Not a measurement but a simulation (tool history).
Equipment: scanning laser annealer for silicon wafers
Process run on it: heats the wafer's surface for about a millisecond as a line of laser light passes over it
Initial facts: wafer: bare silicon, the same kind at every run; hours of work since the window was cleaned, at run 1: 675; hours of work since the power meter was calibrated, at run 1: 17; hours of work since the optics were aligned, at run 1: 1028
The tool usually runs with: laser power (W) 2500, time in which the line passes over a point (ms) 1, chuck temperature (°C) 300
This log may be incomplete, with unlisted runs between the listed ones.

run,day,laser power (W),time in which the line passes over a point (ms),chuck temperature (°C),hours of work since the window was cleaned,hours of work since the power meter was calibrated,hours of work since the optics were aligned,highest temperature of the surface (°C)
1,0,2500,1,300,675,17,1028,1093
2,0.262,2500,1,300,679,21,1033,1086
3,0.608,2500,1,300,684,26,1038,1092
4,1.046,2500,1,300,691,33,1045,1088
5,1.367,2722,1,300,696,39,1050,1153
6,1.692,2722,1,300,702,44,1055,1148
7,1.967,2722,1,300,706,48,1060,1151
8,2.254,2722,1,300,710,53,1064,1154
9,2.55,2722,1,300,715,57,1069,1153
10,2.871,2722,1,300,720,63,1074,1147
11,3.288,2722,1,300,727,69,1081,1147
12,3.679,2722,1,300,733,75,1087,1148
13,3.921,2722,1,300,737,79,1091,1149
14,4.371,2722,1,300,744,86,1098,1149
15,4.783,2722,1,300,751,93,1105,1148
16,5.033,2500,1,300,755,97,1109,1086
17,5.483,2500,1,300,762,104,1116,1087
18,5.879,2500,1,300,768,110,1122,1085
19,6.308,2500,1,300,775,117,1129,1087
# day 6.438: window over the wafer cleaned
20,6.846,2500,1,300,7,124,1136,1083
21,7.233,2329,1.15,300,13,131,1142,1098
22,7.696,2329,1.15,300,20,138,1150,1098
23,8.233,2329,1.15,300,29,147,1158,1101
24,8.788,2329,1.19,300,37,155,1167,1114
# day 9.042: window over the wafer cleaned, once more
25,9.238,2519,0.71,318,3,161,1173,971
26,9.488,2519,0.71,318,7,165,1177,969
27,9.821,2519,0.71,318,12,171,1182,967
28,10.104,2496,0.78,300,17,175,1187,982
29,10.462,2217,1.2,300,23,181,1192,1095
30,10.725,2217,1.2,300,27,185,1197,1091
31,11.033,2217,1.2,300,32,190,1201,1092
32,11.292,2209,1.09,292,36,194,1206,1039
33,11.742,2249,0.95,296,43,201,1213,998
34,12.062,2539,0.89,292,48,206,1218,1041
35,12.583,2539,0.89,292,56,215,1226,1043
36,13.142,2539,0.89,292,65,223,1235,1040
37,13.433,2539,0.89,292,70,228,1240,1044
38,13.662,2688,1.21,315,74,232,1243,1266
39,14.025,2688,1.21,315,79,237,1249,1267

For each entry between runs, how does the tool's hidden state at the last listed run before it compare with that at the first listed run after it?
Between runs 19 and 20: window over the wafer cleaned (day 6.438)
  light that passes the window, % of a clean one's: 98.73 -> 98.29; width of the line over the set one, %: 2.74 -> 2.75
  difference, measured minus the result without the unlogged condition, highest temperature of the surface (°C): -15 -> -18
Between runs 24 and 25: window over the wafer cleaned, once more (day 9.042)
  light that passes the window, % of a clean one's: 98.24 -> 99.89; width of the line over the set one, %: 2.82 -> 2.84
  difference, measured minus the result without the unlogged condition, highest temperature of the surface (°C): -20 -> -6

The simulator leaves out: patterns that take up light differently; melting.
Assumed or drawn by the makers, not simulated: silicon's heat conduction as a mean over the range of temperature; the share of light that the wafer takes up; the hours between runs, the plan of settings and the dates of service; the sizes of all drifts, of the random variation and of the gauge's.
